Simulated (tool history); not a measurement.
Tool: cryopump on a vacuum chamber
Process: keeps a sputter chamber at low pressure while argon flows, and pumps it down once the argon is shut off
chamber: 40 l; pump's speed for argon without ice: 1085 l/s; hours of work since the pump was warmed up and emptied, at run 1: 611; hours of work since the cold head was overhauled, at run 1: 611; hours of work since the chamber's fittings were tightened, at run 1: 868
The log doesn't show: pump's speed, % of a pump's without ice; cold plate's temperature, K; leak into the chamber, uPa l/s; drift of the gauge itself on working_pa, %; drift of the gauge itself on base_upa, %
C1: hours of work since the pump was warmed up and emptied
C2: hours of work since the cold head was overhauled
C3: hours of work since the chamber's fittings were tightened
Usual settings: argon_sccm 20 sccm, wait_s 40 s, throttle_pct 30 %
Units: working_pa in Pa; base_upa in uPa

run 1 hour=0 | argon_sccm=20 wait_s=40 throttle_pct=30 | C1=611 C2=611 C3=868 | working_pa=0.1125 base_upa=2.61
run 2 hour=49.1 | argon_sccm=20 wait_s=40 throttle_pct=30 | C1=642 C2=642 C3=898 | working_pa=0.1122 base_upa=2.74
run 3 hour=101.5 | argon_sccm=20 wait_s=40 throttle_pct=30 | C1=674 C2=674 C3=931 | working_pa=0.1123 base_upa=2.83
run 4 hour=154 | argon_sccm=20 wait_s=40 throttle_pct=30 | C1=707 C2=707 C3=964 | working_pa=0.1127 base_upa=2.82
run 5 hour=229.1 | argon_sccm=20 wait_s=40 throttle_pct=30 | C1=754 C2=754 C3=1010 | working_pa=0.113 base_upa=3.1
run 6 hour=282.8 | argon_sccm=20 wait_s=40 throttle_pct=30 | C1=787 C2=787 C3=1044 | working_pa=0.1151 base_upa=3.11
run 7 hour=335.6 | argon_sccm=20 wait_s=40 throttle_pct=30 | C1=820 C2=820 C3=1077 | working_pa=0.1143 base_upa=3.03
run 8 hour=394.9 | argon_sccm=10 wait_s=40 throttle_pct=30 | C1=857 C2=857 C3=1114 | working_pa=0.0576 base_upa=3.3
run 9 hour=458.8 | argon_sccm=20 wait_s=40 throttle_pct=30 | C1=897 C2=897 C3=1154 | working_pa=0.1166 base_upa=3.25
run 10 hour=502.5 | argon_sccm=20 wait_s=40 throttle_pct=30 | C1=925 C2=925 C3=1181 | working_pa=0.1169 base_upa=3.31
-- hour=536.8 pump warmed up, emptied and cooled again
run 11 hour=574.7 | argon_sccm=20 wait_s=40 throttle_pct=30 | C1=24 C2=967 C3=1223 | working_pa=0.1044 base_upa=2.71
run 12 hour=642.6 | argon_sccm=12 wait_s=40 throttle_pct=30 | C1=66 C2=1009 C3=1265 | working_pa=0.063 base_upa=2.87
run 13 hour=693.8 | argon_sccm=12 wait_s=40 throttle_pct=30 | C1=98 C2=1041 C3=1297 | working_pa=0.0634 base_upa=2.85
run 14 hour=737.4 | argon_sccm=12 wait_s=40 throttle_pct=30 | C1=125 C2=1068 C3=1325 | working_pa=0.0631 base_upa=2.97
run 15 hour=780.3 | argon_sccm=12 wait_s=40 throttle_pct=30 | C1=152 C2=1095 C3=1351 | working_pa=0.0643 base_upa=3.04
run 16 hour=854.2 | argon_sccm=12 wait_s=40 throttle_pct=30 | C1=198 C2=1141 C3=1397 | working_pa=0.0632 base_upa=3.13
run 17 hour=899.8 | argon_sccm=12 wait_s=40 throttle_pct=30 | C1=227 C2=1169 C3=1426 | working_pa=0.0634 base_upa=3.19
run 18 hour=933.4 | argon_sccm=12 wait_s=40 throttle_pct=30 | C1=247 C2=1190 C3=1447 | working_pa=0.0647 base_upa=3.24
run 19 hour=984 | argon_sccm=12 wait_s=40 throttle_pct=30 | C1=279 C2=1222 C3=1478 | working_pa=0.0656 base_upa=3.17
run 20 hour=1027.5 | argon_sccm=28 wait_s=28 throttle_pct=30 | C1=306 C2=1249 C3=1506 | working_pa=0.1509 base_upa=3.75
run 21 hour=1072.4 | argon_sccm=28 wait_s=28 throttle_pct=30 | C1=334 C2=1277 C3=1534 | working_pa=0.151 base_upa=3.81
run 22 hour=1112.8 | argon_sccm=32 wait_s=28 throttle_pct=29 | C1=359 C2=1302 C3=1559 | working_pa=0.1789 base_upa=3.76
run 23 hour=1181.9 | argon_sccm=9 wait_s=28 throttle_pct=54 | C1=403 C2=1345 C3=1602 | working_pa=0.029 base_upa=3.94
-- hour=1197.3 leaking fittings of the chamber tightened, without venting
run 24 hour=1240.1 | argon_sccm=11 wait_s=214 throttle_pct=36 | C1=438 C2=1381 C3=27 | working_pa=0.051 base_upa=0.59
run 25 hour=1316.4 | argon_sccm=19 wait_s=39 throttle_pct=30 | C1=485 C2=1428 C3=74 | working_pa=0.1039 base_upa=1.44
run 26 hour=1369.8 | argon_sccm=30 wait_s=28 throttle_pct=20 | C1=519 C2=1461 C3=108 | working_pa=0.245 base_upa=1.94
run 27 hour=1443.9 | argon_sccm=11 wait_s=226 throttle_pct=58 | C1=565 C2=1508 C3=154 | working_pa=0.0338 base_upa=0.77
run 28 hour=1496 | argon_sccm=11 wait_s=226 throttle_pct=58 | C1=597 C2=1540 C3=186 | working_pa=0.0342 base_upa=0.85
run 29 hour=1539.3 | argon_sccm=9 wait_s=226 throttle_pct=21 | C1=624 C2=1567 C3=213 | working_pa=0.0715 base_upa=0.87
run 30 hour=1614.2 | argon_sccm=9 wait_s=226 throttle_pct=21 | C1=671 C2=1614 C3=260 | working_pa=0.0711 base_upa=0.99
run 31 hour=1680.5 | argon_sccm=20 wait_s=180 throttle_pct=30 | C1=712 C2=1655 C3=302 | working_pa=0.1144 base_upa=1.09
run 32 hour=1723.1 | argon_sccm=18 wait_s=63 throttle_pct=18 | C1=739 C2=1682 C3=328 | working_pa=0.166 base_upa=1.56
run 33 hour=1769.6 | argon_sccm=11 wait_s=95 throttle_pct=30 | C1=768 C2=1711 C3=357 | working_pa=0.0634 base_upa=1.41
run 34 hour=1807.7 | argon_sccm=19 wait_s=122 throttle_pct=57 | C1=792 C2=1735 C3=381 | working_pa=0.0645 base_upa=1.35

The same runs without the tool's hidden state, with the same run-to-run variation:
run=1 working_pa=0.1051 base_upa=1.19
run=2 working_pa=0.1043 base_upa=1.26
run=3 working_pa=0.104 base_upa=1.25
run=4 working_pa=0.1038 base_upa=1.22
run=5 working_pa=0.1033 base_upa=1.3
run=6 working_pa=0.1048 base_upa=1.26
run=7 working_pa=0.1033 base_upa=1.2
run=8 working_pa=0.0517 base_upa=1.26
run=9 working_pa=0.1041 base_upa=1.2
run=10 working_pa=0.1038 base_upa=1.2
run=11 working_pa=0.1038 base_upa=1.22
run=12 working_pa=0.0624 base_upa=1.26
run=13 working_pa=0.0625 base_upa=1.21
run=14 working_pa=0.062 base_upa=1.26
run=15 working_pa=0.0631 base_upa=1.24
run=16 working_pa=0.0616 base_upa=1.25
run=17 working_pa=0.0616 base_upa=1.24
run=18 working_pa=0.0627 base_upa=1.26
run=19 working_pa=0.0634 base_upa=1.19
run=20 working_pa=0.145 base_upa=1.67
run=21 working_pa=0.1447 base_upa=1.65
run=22 working_pa=0.171 base_upa=1.6
run=23 working_pa=0.0265 base_upa=1.66
run=24 working_pa=0.0476 base_upa=0.45
run=25 working_pa=0.0975 base_upa=1.24
run=26 working_pa=0.234 base_upa=1.67
run=27 working_pa=0.0293 base_upa=0.44
run=28 working_pa=0.0294 base_upa=0.44
run=29 working_pa=0.0674 base_upa=0.43
run=30 working_pa=0.0666 base_upa=0.47
run=31 working_pa=0.1037 base_upa=0.48
run=32 working_pa=0.1558 base_upa=0.89
run=33 working_pa=0.0569 base_upa=0.68
run=34 working_pa=0.0527 base_upa=0.59

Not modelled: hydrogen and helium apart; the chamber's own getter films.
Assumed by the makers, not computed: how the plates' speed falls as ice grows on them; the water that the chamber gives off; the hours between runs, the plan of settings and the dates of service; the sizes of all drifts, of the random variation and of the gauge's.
